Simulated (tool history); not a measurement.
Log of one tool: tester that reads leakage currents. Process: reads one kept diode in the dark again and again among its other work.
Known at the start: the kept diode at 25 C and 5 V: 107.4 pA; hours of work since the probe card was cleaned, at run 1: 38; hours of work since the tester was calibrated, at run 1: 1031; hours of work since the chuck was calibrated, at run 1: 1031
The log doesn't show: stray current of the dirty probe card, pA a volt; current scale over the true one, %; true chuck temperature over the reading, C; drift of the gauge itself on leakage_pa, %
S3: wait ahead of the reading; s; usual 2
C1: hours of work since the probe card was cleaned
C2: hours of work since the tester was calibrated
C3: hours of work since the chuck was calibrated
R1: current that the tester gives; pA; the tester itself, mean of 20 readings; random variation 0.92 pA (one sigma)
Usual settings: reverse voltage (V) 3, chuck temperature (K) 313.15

{"run": 1, "hour": 0.0, "reverse voltage (V)": 3, "chuck temperature (K)": 313.15, "S3": 2, "C1": 38, "C2": 1031, "C3": 1031, "R1": 305.05}
{"run": 2, "hour": 79.2, "reverse voltage (V)": 3, "chuck temperature (K)": 313.15, "S3": 2, "C1": 100, "C2": 1093, "C3": 1093, "R1": 306.42}
{"run": 3, "hour": 120.6, "reverse voltage (V)": 3, "chuck temperature (K)": 313.15, "S3": 7, "C1": 133, "C2": 1125, "C3": 1125, "R1": 303.47}
{"run": 4, "hour": 164.4, "reverse voltage (V)": 3, "chuck temperature (K)": 313.15, "S3": 7, "C1": 167, "C2": 1160, "C3": 1160, "R1": 303.46}
{"run": 5, "hour": 202.5, "reverse voltage (V)": 3, "chuck temperature (K)": 313.15, "S3": 7, "C1": 197, "C2": 1190, "C3": 1190, "R1": 303.29}
{"run": 6, "hour": 288.8, "reverse voltage (V)": 5.21, "chuck temperature (K)": 313.15, "S3": 2, "C1": 265, "C2": 1258, "C3": 1258, "R1": 372.47}
{"run": 7, "hour": 341.3, "reverse voltage (V)": 5.21, "chuck temperature (K)": 313.15, "S3": 2, "C1": 306, "C2": 1299, "C3": 1299, "R1": 373.68}
{"run": 8, "hour": 399.7, "reverse voltage (V)": 5.21, "chuck temperature (K)": 313.15, "S3": 2, "C1": 352, "C2": 1345, "C3": 1345, "R1": 372.06}
{"run": 9, "hour": 453.2, "reverse voltage (V)": 5.21, "chuck temperature (K)": 313.15, "S3": 2, "C1": 394, "C2": 1387, "C3": 1387, "R1": 371.86}
{"run": 10, "hour": 491.3, "reverse voltage (V)": 6.78, "chuck temperature (K)": 299.15, "S3": 1.96, "C1": 424, "C2": 1417, "C3": 1417, "R1": 131.09}
{"run": 11, "hour": 575.4, "reverse voltage (V)": 6.78, "chuck temperature (K)": 299.15, "S3": 1.96, "C1": 490, "C2": 1483, "C3": 1483, "R1": 131.86}
{"run": 12, "hour": 653.3, "reverse voltage (V)": 3.13, "chuck temperature (K)": 303.15, "S3": 2.2, "C1": 551, "C2": 1544, "C3": 1544, "R1": 139.68}
{"run": 13, "hour": 738.7, "reverse voltage (V)": 7.39, "chuck temperature (K)": 319.15, "S3": 1.07, "C1": 618, "C2": 1611, "C3": 1611, "R1": 669.92}
{"run": 14, "hour": 820.5, "reverse voltage (V)": 10.35, "chuck temperature (K)": 321.15, "S3": 0.37, "C1": 683, "C2": 1675, "C3": 1675, "R1": 884.4}
{"hour": 842.3, "done": "chuck's temperature calibrated"}
{"run": 15, "hour": 904.3, "reverse voltage (V)": 12.08, "chuck temperature (K)": 313.15, "S3": 2, "C1": 747, "C2": 1739, "C3": 49, "R1": 506.83}
{"run": 16, "hour": 944.1, "reverse voltage (V)": 12.08, "chuck temperature (K)": 313.15, "S3": 2, "C1": 778, "C2": 1771, "C3": 80, "R1": 504.59}
{"run": 17, "hour": 1027.8, "reverse voltage (V)": 3, "chuck temperature (K)": 312.15, "S3": 6.2, "C1": 844, "C2": 1836, "C3": 146, "R1": 280.62}

The same runs without the tool's hidden state, with the same run-to-run variation:
run=1 R1=305.53
run=2 R1=306.93
run=3 R1=303.98
run=4 R1=304
run=5 R1=303.83
run=6 R1=373.17
run=7 R1=374.4
run=8 R1=372.81
run=9 R1=372.62
run=10 R1=131.37
run=11 R1=132.15
run=12 R1=140.02
run=13 R1=671.47
run=14 R1=886.48
run=15 R1=506.9
run=16 R1=504.67
run=17 R1=280.72
